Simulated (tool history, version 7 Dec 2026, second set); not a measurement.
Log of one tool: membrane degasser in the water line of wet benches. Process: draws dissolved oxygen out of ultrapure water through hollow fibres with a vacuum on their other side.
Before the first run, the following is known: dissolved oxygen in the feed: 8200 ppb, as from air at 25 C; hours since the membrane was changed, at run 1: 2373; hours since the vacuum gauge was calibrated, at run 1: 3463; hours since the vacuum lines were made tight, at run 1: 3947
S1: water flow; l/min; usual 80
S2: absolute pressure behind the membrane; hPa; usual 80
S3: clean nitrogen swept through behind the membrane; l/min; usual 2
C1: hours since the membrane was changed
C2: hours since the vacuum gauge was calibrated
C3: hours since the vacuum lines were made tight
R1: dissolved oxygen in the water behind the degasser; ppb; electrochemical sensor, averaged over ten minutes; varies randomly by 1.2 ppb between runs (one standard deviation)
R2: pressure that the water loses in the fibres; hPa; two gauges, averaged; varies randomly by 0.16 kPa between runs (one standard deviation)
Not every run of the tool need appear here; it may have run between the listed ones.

| run | hour | S1 | S2 | S3 | C1 | C2 | C3 | R1 | R2 |
|---|---|---|---|---|---|---|---|---|---|
| 1 | 0 | 80 | 80 | 2 | 2373 | 3463 | 3947 | 408.6 | 558.9 |
| 2 | 60.4 | 80 | 80 | 2 | 2433 | 3523 | 4007 | 406 | 555.6 |
| 3 | 87 | 80 | 80 | 2 | 2460 | 3550 | 4034 | 408.3 | 559 |
| 4 | 130.2 | 80 | 80 | 2 | 2503 | 3593 | 4077 | 411.5 | 561 |
| 5 | 162.4 | 80 | 53.7 | 2 | 2535 | 3625 | 4109 | 209.9 | 558.8 |
| 6 | 195.9 | 80 | 53.7 | 2 | 2569 | 3659 | 4143 | 210.7 | 556.3 |
| 7 | 230.4 | 80 | 80 | 2 | 2603 | 3693 | 4177 | 411 | 560.2 |
| 8 | 264.4 | 80 | 80 | 2 | 2637 | 3727 | 4211 | 408.9 | 556.6 |
| 9 | 301.3 | 80 | 80 | 2 | 2674 | 3764 | 4248 | 408.8 | 556.6 |
| 10 | 329.3 | 80 | 80 | 2 | 2702 | 3792 | 4276 | 409.3 | 559.3 |
| 11 | 359 | 56 | 80 | 2 | 2732 | 3822 | 4306 | 290.8 | 392.5 |
| 12 | 395.8 | 56 | 80 | 2.58 | 2769 | 3859 | 4342 | 237.2 | 389.1 |
| 13 | 442.8 | 62 | 76 | 2.63 | 2816 | 3906 | 4389 | 238.6 | 432.8 |
| 14 | 495.9 | 119 | 120.5 | 1.05 | 2869 | 3959 | 4443 | 1428.3 | 830.2 |
| 15 | 538.6 | 88 | 80 | 2.07 | 2912 | 4001 | 4485 | 442.5 | 615.2 |
| 16 | 579 | 56 | 185 | 2.54 | 2952 | 4042 | 4526 | 702.2 | 392.3 |
| 17 | 639.4 | 56 | 63.5 | 4.39 | 3012 | 4102 | 4586 | 102.9 | 390.3 |
| 18 | 690.3 | 99 | 94.1 | 4.39 | 3063 | 4153 | 4637 | 370.3 | 693.7 |
| 19 | 740.7 | 49 | 80 | 3.32 | 3114 | 4203 | 4687 | 168.1 | 344.1 |
| 20 | 779.6 | 80 | 54.6 | 2.16 | 3153 | 4242 | 4726 | 208 | 560.1 |
| 21 | 840.2 | 102 | 64.1 | 2 | 3213 | 4303 | 4787 | 385.8 | 711.1 |

Here are 3 independent what-if runs from the current tool condition. What would each one return?
| A | 884.5 | 80 | 116.7 | 3.02 | 3257 | 4347 | 4831 | ? | ? |
| B | 884.5 | 81 | 80 | 2 | 3257 | 4347 | 4831 | ? | ? |
| C | 884.5 | 85 | 57.2 | 4.05 | 3257 | 4347 | 4831 | ? | ? |

| run | R1 | R2 |
|---|---|---|
| A | 496.5 | 560 |
| B | 415 | 570 |
| C | 160.9 | 590.4 |
Without the tool's unlogged condition, the same runs would have read:
| run | R1 | R2 |
|---|---|---|
| A | 486.5 | 555.9 |
| B | 402.1 | 565.9 |
| C | 152.2 | 586.1 |

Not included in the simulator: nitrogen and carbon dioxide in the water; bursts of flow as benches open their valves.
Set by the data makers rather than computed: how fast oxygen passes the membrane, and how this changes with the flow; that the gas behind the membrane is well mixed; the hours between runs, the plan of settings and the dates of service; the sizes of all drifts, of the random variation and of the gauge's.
